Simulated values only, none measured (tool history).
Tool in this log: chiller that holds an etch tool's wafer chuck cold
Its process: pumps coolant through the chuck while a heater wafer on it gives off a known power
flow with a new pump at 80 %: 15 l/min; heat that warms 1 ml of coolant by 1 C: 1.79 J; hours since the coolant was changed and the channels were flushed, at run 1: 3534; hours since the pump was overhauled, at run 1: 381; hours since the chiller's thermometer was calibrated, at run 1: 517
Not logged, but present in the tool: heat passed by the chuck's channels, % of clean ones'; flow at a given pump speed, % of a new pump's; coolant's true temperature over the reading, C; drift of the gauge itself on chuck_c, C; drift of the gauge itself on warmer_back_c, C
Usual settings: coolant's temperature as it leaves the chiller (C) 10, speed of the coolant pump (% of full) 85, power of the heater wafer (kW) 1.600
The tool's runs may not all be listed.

run,day,coolant's temperature as it leaves the chiller (C),speed of the coolant pump (% of full),power of the heater wafer (kW),hours since the coolant was changed and the channels were flushed,hours since the pump was overhauled,hours since the chiller's thermometer was calibrated,chuck's temperature once it has settled (K),how much warmer the coolant comes back (C)
1,0.000,10,85,1.600,3534,381,517,297.25,3.41
2,1.708,10,85,0.976,3575,422,558,291.75,1.97
3,3.054,4,85,1.600,3608,454,590,291.45,3.31
4,3.879,17,85,1.600,3627,474,610,304.55,3.34
5,5.642,17,85,1.310,3670,516,652,301.95,2.67
6,7.450,17,85,1.310,3713,560,695,301.85,2.64
7,8.296,10,85,1.600,3733,580,716,297.25,3.25
8,9.329,7,85,2.288,3758,605,740,300.25,4.69
9,10.712,7,85,2.288,3791,638,774,300.35,4.69
10,11.867,2,63,2.288,3819,666,801,298.55,6.29
11,13.850,12,87,1.360,3867,713,849,297.15,2.61
12,15.533,0,75,1.737,3907,754,889,289.55,3.88
13,16.979,13,85,0.806,3942,788,924,293.25,1.38
14,18.838,13,85,0.806,3986,833,969,293.25,1.43

Below are 5 alternative next runs, each starting from the tool's condition after run 14. Predict each:
A,20.012,10,89,1.751,4015,861,997,?,?
B,20.012,13,72,0.850,4015,861,997,?,?
C,20.012,19,81,0.845,4015,861,997,?,?
D,20.012,16,77,1.600,4015,861,997,?,?
E,20.012,18,77,0.946,4015,861,997,?,?

run,chuck's temperature once it has settled (K),how much warmer the coolant comes back (C)
A,298.35,3.16
B,294.65,1.81
C,299.85,1.55
D,304.05,3.41
E,299.95,1.86
What these runs would have given with no unlogged condition in the tool:
run,chuck's temperature once it has settled (K),how much warmer the coolant comes back (C)
A,298.35,3.48
B,294.65,2.13
C,299.85,1.86
D,304.05,3.72
E,299.95,2.17

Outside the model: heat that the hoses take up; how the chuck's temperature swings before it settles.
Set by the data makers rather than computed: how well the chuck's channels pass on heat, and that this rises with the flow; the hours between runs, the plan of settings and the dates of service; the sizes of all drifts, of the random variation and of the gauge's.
